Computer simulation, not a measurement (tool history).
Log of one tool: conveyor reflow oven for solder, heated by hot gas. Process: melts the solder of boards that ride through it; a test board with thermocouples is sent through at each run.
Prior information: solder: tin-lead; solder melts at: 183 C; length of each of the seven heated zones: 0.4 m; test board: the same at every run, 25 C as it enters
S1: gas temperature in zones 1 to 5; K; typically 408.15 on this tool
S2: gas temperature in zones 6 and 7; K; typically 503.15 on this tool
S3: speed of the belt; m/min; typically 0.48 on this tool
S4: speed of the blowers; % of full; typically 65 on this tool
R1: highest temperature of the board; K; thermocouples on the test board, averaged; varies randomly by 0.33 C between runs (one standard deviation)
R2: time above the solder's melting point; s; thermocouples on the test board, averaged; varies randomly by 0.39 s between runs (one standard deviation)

Run 1, hour 0: usual settings. Result: R1 489.05 K, R2 72.5 s.
At hour 34: flux residue cleaned out of gas plates and filters.
Run 2, hour 67.9: usual settings. Result: R1 488.25 K, R2 72.3 s.
Run 3, hour 140: usual settings. Result: R1 488.25 K, R2 72.1 s.
Run 4, hour 202.6: usual settings. Result: R1 488.05 K, R2 72.5 s.
Run 5, hour 266.4: usual settings. Result: R1 487.95 K, R2 72 s.
Run 6, hour 340.4: usual settings. Result: R1 488.05 K, R2 72.1 s.
At hour 371.3: flux residue cleaned out of gas plates and filters.
Run 7, hour 396.3: usual settings. Result: R1 488.65 K, R2 71.8 s.
Run 8, hour 440.5: usual settings. Result: R1 488.55 K, R2 71.7 s.
Run 9, hour 508.8: usual settings. Result: R1 488.75 K, R2 72.3 s.
Run 10, hour 588: usual settings but S1 417.15 K. Result: R1 490.25 K, R2 77.5 s.
Run 11, hour 632.5: usual settings but S2 492.15 K. Result: R1 478.45 K, R2 60.8 s.
At hour 708.1: flux residue cleaned out of gas plates and filters.
Run 12, hour 716.8: usual settings but S2 492.15 K. Result: R1 478.55 K, R2 60.5 s.
Run 13, hour 765.6: usual settings but S2 492.15 K. Result: R1 478.45 K, R2 60.4 s.
Run 14, hour 813.9: usual settings but S2 492.15 K. Result: R1 478.25 K, R2 61.2 s.
Run 15, hour 869.3: usual settings but S2 492.15 K. Result: R1 478.85 K, R2 60.7 s.
At hour 946.2: belt drive overhauled, speed set with a stopwatch.
Run 16, hour 962.5: usual settings but S2 492.15 K. Result: R1 478.75 K, R2 60.1 s.
Run 17, hour 1027.4: usual settings but S1 412.15 K, S2 498.15 K. Result: R1 484.25 K, R2 70.2 s.
At hour 1048.8: flux residue cleaned out of gas plates and filters.
Run 18, hour 1072.5: usual settings but S2 510.15 K, S3 0.57 m/min. Result: R1 488.45 K, R2 59.2 s.
Run 19, hour 1120.5: usual settings but S2 512.15 K, S3 0.53 m/min, S4 70 % of full. Result: R1 494.65 K, R2 70.1 s.
Run 20, hour 1183.3: usual settings but S2 505.15 K, S3 0.39 m/min, S4 70 % of full. Result: R1 496.45 K, R2 101 s.
Run 21, hour 1237.4: usual settings but S1 406.15 K, S2 515.15 K, S3 0.539 m/min, S4 70 % of full. Result: R1 496.15 K, R2 69.7 s.
At hour 1271.7: thermocouples of zones 6 and 7 changed.
Run 22, hour 1291.6: usual settings but S1 412.15 K, S2 498.15 K. Result: R1 483.95 K, R2 70.3 s.
Run 23, hour 1356.9: usual settings but S2 509.15 K, S3 0.383 m/min, S4 57 % of full. Result: R1 497.55 K, R2 103.2 s.
At hour 1391: flux residue cleaned out of gas plates and filters.
Run 24, hour 1409.1: usual settings but S1 410.15 K, S2 510.15 K, S3 0.578 m/min, S4 90 % of full. Result: R1 495.25 K, R2 66.8 s.
Run 25, hour 1457.7: usual settings but S1 410.15 K, S2 510.15 K, S3 0.578 m/min, S4 90 % of full. Result: R1 495.15 K, R2 65.7 s.
Run 26, hour 1535.2: usual settings but S2 516.15 K, S3 0.58 m/min. Result: R1 493.75 K, R2 62.1 s.
Run 27, hour 1609.6: usual settings but S2 516.15 K, S3 0.58 m/min. Result: R1 492.15 K, R2 62 s.
Run 28, hour 1661.2: usual settings but S1 396.15 K, S3 0.459 m/min, S4 66 % of full. Result: R1 488.85 K, R2 70 s.
At hour 1728.6: flux residue cleaned out of gas plates and filters.
Run 29, hour 1736.6: usual settings but S1 407.15 K, S2 505.15 K, S3 0.485 m/min, S4 50 % of full. Result: R1 484.85 K, R2 64.5 s.

Branching from run 29: 5 alternative next runs. What would each branch give?
Run A, hour 1776.7: usual settings but S1 401.15 K, S2 501.15 K, S4 74 % of full. Result: R1 ?, R2 ?.
Run B, hour 1776.7: usual settings but S1 407.15 K, S2 511.15 K. Result: R1 ?, R2 ?.
Run C, hour 1776.7: usual settings but S1 397.15 K, S3 0.388 m/min. Result: R1 ?, R2 ?.
Run D, hour 1776.7: usual settings but S1 407.15 K, S2 495.15 K, S3 0.524 m/min, S4 88 % of full. Result: R1 ?, R2 ?.
Run E, hour 1776.7: usual settings but S1 411.15 K, S2 506.15 K, S3 0.485 m/min, S4 56 % of full. Result: R1 ?, R2 ?.

run      R1    R2
  A  488.55  69.5
  B  494.75  78.1
  C  492.75  91.8
  D  483.25  62.5
  E  488.45  71.3
Take away the tool's hidden state, keep each run's random variation, and the runs would have read:
run      R1    R2
  A  488.55  69.5
  B  494.85  78.2
  C  492.85  91.9
  D  483.35  62.6
  E  488.45  71.4
